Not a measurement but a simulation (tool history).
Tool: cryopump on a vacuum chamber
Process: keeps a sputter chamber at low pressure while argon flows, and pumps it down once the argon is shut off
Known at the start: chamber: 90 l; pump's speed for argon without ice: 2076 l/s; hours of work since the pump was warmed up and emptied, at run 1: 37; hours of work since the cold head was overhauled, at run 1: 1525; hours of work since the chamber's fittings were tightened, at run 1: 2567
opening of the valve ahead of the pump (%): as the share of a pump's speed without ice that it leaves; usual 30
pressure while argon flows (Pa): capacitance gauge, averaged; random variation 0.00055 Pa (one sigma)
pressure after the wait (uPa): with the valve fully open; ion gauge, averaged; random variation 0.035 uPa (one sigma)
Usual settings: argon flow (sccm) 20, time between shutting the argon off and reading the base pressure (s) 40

run      day  argon flow (sccm)  time between shutting the argon off and reading the base pressure (s)  opening of the valve ahead of the pump (%)  hours of work since the pump was warmed up and emptied  hours of work since the cold head was overhauled  hours of work since the chamber's fittings were tightened  pressure while argon flows (Pa)  pressure after the wait (uPa)
  1        0                 20                                                                     40                                          30                                                      37                                              1525                                                       2567                           0.0537                           2.65
  2     4.45                 20                                                                     40                                          30                                                      80                                              1568                                                       2610                           0.0553                           2.73
  3    9.575                 20                                                                     40                                          30                                                     129                                              1617                                                       2660                           0.0546                           2.64
  4   14.558                 20                                                                     40                                          30                                                     177                                              1666                                                       2708                           0.0555                           2.71
  5   18.783                 20                                                                     40                                          30                                                     218                                              1706                                                       2749                           0.0554                           2.75
      22.233  -- leaking fittings of the chamber tightened, without venting
  6   22.233                 23                                                                     40                                          30                                                     251                                              1739                                                          0                           0.0638                           1.92
  7   24.467                 20                                                                     40                                          36                                                     272                                              1760                                                         22                           0.0463                           1.95
  8   28.371                 20                                                                     40                                          36                                                     310                                              1798                                                         59                           0.0473                           2.03
  9   31.292                 25                                                                     40                                          30                                                     338                                              1826                                                         88                           0.0713                           1.99
 10   34.162                 25                                                                     40                                          30                                                     366                                              1854                                                        115                           0.0703                           1.99
 11   36.904                 11                                                                     40                                          30                                                     392                                              1881                                                        142                           0.0319                           2.02
 12   41.154                 20                                                                     40                                          30                                                     434                                              1922                                                        183                           0.0576                           2.02
 13   43.717                 20                                                                     40                                          30                                                     458                                              1947                                                        208                           0.0577                           2.07
 14   48.346                 20                                                                     40                                          30                                                     503                                              1991                                                        252                           0.0604                           2.02
 15   52.512                 29                                                                     40                                          30                                                     543                                              2032                                                        293                           0.0837                           2.05
 16   54.862                 20                                                                     40                                          30                                                     566                                              2054                                                        315                           0.0589                           2.09
 17    57.85                 20                                                                     40                                          30                                                     595                                              2083                                                        344                           0.0597                           2.09
 18   60.283                 20                                                                     40                                          30                                                     619                                              2107                                                        368                           0.0596                            2.1
 19     64.8                 20                                                                     40                                          30                                                     662                                              2150                                                        411                           0.0593                           2.19
 20   68.208                 20                                                                     40                                          31                                                     695                                              2183                                                        444                           0.0591                           2.16
      70.154  -- pump warmed up, emptied and cooled again
 21   72.496                 10                                                                    298                                          19                                                      23                                              2223                                                        484                           0.0423                           0.57
 22   77.062                 11                                                                     52                                          39                                                      67                                              2267                                                        528                           0.0238                           1.65
 23   79.888                 11                                                                     52                                          39                                                      94                                              2294                                                        555                            0.023                           1.69
 24   82.225                 20                                                                     40                                          23                                                     117                                              2317                                                        578                           0.0718                           2.12
 25   86.538                 23                                                                     22                                          23                                                     158                                              2359                                                        620                           0.0828                           3.71
 26   89.321                 23                                                                     22                                          23                                                     185                                              2385                                                        647                           0.0836                           3.56
 27   92.508                 11                                                                     40                                          30                                                     216                                              2416                                                        677                           0.0305                           2.15
 28   95.683                 11                                                                     40                                          30                                                     247                                              2447                                                        708                           0.0307                           2.16
 29   98.533                 28                                                                    256                                          15                                                     274                                              2474                                                        736                           0.1561                           0.74
 30  103.429                 20                                                                     50                                          30                                                     322                                              2522                                                        783                           0.0566                           1.89
 31  108.721                 23                                                                     50                                          21                                                     373                                              2573                                                        834                           0.0927                            1.9
 32  110.896                 23                                                                     50                                          21                                                     394                                              2594                                                        855                           0.0937                           1.86
 33  113.404                 20                                                                    135                                          27                                                     418                                              2618                                                        879                           0.0631                           1.14

3 ways to go on from here, each from the tool as it stands after run 33. What would each give?
  A  115.604                 20                                                                     52                                          52                                                     439                                              2640                                                        901                                ?                              ?
  B  115.604                 20                                                                     48                                          27                                                     439                                              2640                                                        901                                ?                              ?
  C  115.604                 10                                                                     21                                          27                                                     439                                              2640                                                        901                                ?                              ?

run  pressure while argon flows (Pa)  pressure after the wait (uPa)
  A                           0.0351                           1.93
  B                           0.0639                           2.02
  C                           0.0325                           3.93
Without the tool's hidden state the same runs would have given:
run  pressure while argon flows (Pa)  pressure after the wait (uPa)
  A                           0.0313                            1.5
  B                           0.0601                            1.6
  C                           0.0305                           3.51

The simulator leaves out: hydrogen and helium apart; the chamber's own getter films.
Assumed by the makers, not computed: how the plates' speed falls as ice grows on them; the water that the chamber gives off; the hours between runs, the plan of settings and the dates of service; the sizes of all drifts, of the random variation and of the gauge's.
